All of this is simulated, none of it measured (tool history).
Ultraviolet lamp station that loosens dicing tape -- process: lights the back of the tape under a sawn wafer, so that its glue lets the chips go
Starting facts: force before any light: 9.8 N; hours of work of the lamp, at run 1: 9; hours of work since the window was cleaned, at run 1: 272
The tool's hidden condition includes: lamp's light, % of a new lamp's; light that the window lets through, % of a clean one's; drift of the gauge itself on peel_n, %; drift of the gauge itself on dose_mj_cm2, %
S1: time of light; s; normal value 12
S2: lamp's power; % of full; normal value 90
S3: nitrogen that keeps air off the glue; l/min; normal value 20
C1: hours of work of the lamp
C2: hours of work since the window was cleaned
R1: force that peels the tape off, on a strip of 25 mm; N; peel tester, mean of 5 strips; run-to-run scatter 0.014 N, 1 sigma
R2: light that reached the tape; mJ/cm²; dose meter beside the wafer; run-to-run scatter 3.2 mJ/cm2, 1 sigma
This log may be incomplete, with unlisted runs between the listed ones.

run,hour,S1,S2,S3,C1,C2,R1,R2
1,0,12,90,20,9,272,0.815,458
2,15.7,12,90,20,15,278,0.826,460
# hour 17.6: window cleaned of glue's vapour
3,29.8,12,67,20,21,5,1.497,334
4,44,12,67,20,27,11,1.519,335
5,57.6,12,67,20,33,17,1.493,332
# hour 67.6: window cleaned of glue's vapour, once more
6,70,12,73,20,38,1,1.153,386
7,84.4,12,90,20,44,7,0.744,475
8,97.7,12,90,20,49,13,0.754,472
9,109.9,8,90,20,54,18,1.694,317
10,126.4,24,90,20,61,25,0.177,945
11,136.5,12,90,20,65,29,0.759,474
12,147,14,64,20,70,33,1.122,392
13,156.2,8,66,13,74,37,3.231,233
14,168.1,8,66,13,79,42,3.328,225
15,183.6,17,74,27,85,49,0.445,541
16,190.3,17,74,27,88,51,0.441,536
17,198.8,14,86,35,92,55,0.389,520
18,206.8,14,86,35,95,58,0.394,519
19,216.3,14,80,10,99,62,1.241,480
20,230,9,97,7,105,68,2.319,377
21,246.5,8,93,27,112,75,1.45,311
22,253.5,15,90,22,114,78,0.444,576

Pick out some run-to-run changes in R1. Of each, how much would a tool without hidden state show as well, from the settings, what came in and chance, and how much is left for the hidden state and any gauge scatter not in both results compared?
Run 5 -> 6: S2 67 -> 73, window cleaned of glue's vapour, once more. R1 -0.34 N: hidden state -0.157, all else -0.183.
Run 12 -> 13: S1 14 -> 8, S2 64 -> 66, S3 20 -> 13. R1 +2.109 N: hidden state +0.072, all else +2.037.
Run 14 -> 15: S1 8 -> 17, S2 66 -> 74, S3 13 -> 27. R1 -2.883 N: hidden state -0.139, all else -2.744.
